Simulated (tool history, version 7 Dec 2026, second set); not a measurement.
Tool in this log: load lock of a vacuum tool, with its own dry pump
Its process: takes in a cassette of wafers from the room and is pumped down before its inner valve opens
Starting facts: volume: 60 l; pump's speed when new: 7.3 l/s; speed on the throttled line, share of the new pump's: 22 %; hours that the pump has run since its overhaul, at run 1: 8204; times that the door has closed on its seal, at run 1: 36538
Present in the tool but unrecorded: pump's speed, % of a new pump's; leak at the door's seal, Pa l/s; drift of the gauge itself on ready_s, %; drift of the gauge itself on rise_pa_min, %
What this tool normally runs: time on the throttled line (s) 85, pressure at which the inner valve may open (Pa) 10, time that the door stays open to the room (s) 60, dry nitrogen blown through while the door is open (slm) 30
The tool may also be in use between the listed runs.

run	hour	time on the throttled line (s)	pressure at which the inner valve may open (Pa)	time that the door stays open to the room (s)	dry nitrogen blown through while the door is open (slm)	hours that the pump has run since its overhaul	times that the door has closed on its seal	incoming humidity of the room's air, %	time from the closed door until the inner valve may open (s)	rise of the pressure with all valves shut (Pa/min)
1	0.0	85	10	60	30	8204	36538	42.1	149.4	0.278
2	461.4	85	10	60	30	8665	37305	43.8	152.2	0.287
3	901.9	85	10	60	30	9106	38037	40.9	151.5	0.291
# hour 1328.3: dry pump taken out, an overhauled one fitted
4	1507.5	85	10	60	9	179	39033	43.4	144.4	0.326
5	2079.9	85	10	60	9	752	39984	44.3	146.3	0.336
6	2520.4	85	10	60	9	1192	40716	46.0	144.5	0.348
7	3133.2	85	10	60	9	1805	41734	44.1	145.0	0.348
8	3600.7	85	10	60	9	2272	42511	42.9	146.5	0.359
9	4016.0	125	10	60	9	2688	43201	41.3	175.6	0.363
10	4324.1	85	10	60	30	2996	43713	42.6	145.6	0.364
11	4799.6	85	10	60	30	3471	44503	44.3	146.0	0.367
12	5409.9	85	10	60	30	4082	45517	44.0	147.3	0.379
13	5772.1	85	10	60	30	4444	46119	45.1	147.9	0.401
14	6085.8	85	10	60	30	4757	46640	49.1	148.2	0.393
15	6640.9	85	10	60	30	5313	47562	45.8	149.2	0.411
16	7035.5	47	18	46	29	5707	48218	42.9	115.8	0.411
17	7433.2	85	10	60	8	6105	48879	44.6	149.3	0.458
18	7771.1	85	10	60	8	6443	49440	42.0	149.6	0.453
19	8037.5	82	9	112	19	6709	49883	44.1	148.9	0.456
20	8661.4	169	9	33	30	7333	50920	46.0	213.8	0.443
21	9272.1	71	19	50	30	7944	51934	44.9	135.3	0.448
22	9665.4	85	8	61	38	8337	52588	43.6	152.4	0.481
23	10041.0	93	18	187	6	8713	53212	48.5	154.2	0.543
24	10385.6	93	18	67	6	9057	53785	44.3	152.1	0.525
25	10690.8	154	9	183	12	9362	54292	43.9	206.0	0.533
# hour 10879.0: dry pump taken out, an overhauled one fitted
26	11297.8	154	9	183	12	419	55290	47.4	197.1	0.543
27	11835.1	44	15	67	8	956	56183	44.3	109.1	0.546
28	12239.1	44	15	67	8	1360	56854	45.6	107.9	0.558

What if the next run were any one of these 3? Each begins from the tool's condition after run 28:
A	12599.0	47	10	153	7	1720	57452	46.0	?	?
B	12599.0	44	15	57	4	1720	57452	46.8	?	?
C	12599.0	61	10	92	5	1720	57452	48.7	?	?

run	time from the closed door until the inner valve may open (s)	rise of the pressure with all valves shut (Pa/min)
A	115.5	0.584
B	108.9	0.571
C	126.3	0.569
Stripped of hidden state, with their random variation kept, the same runs would have yielded:
run	time from the closed door until the inner valve may open (s)	rise of the pressure with all valves shut (Pa/min)
A	113.3	0.075
B	106.7	0.062
C	124.0	0.068
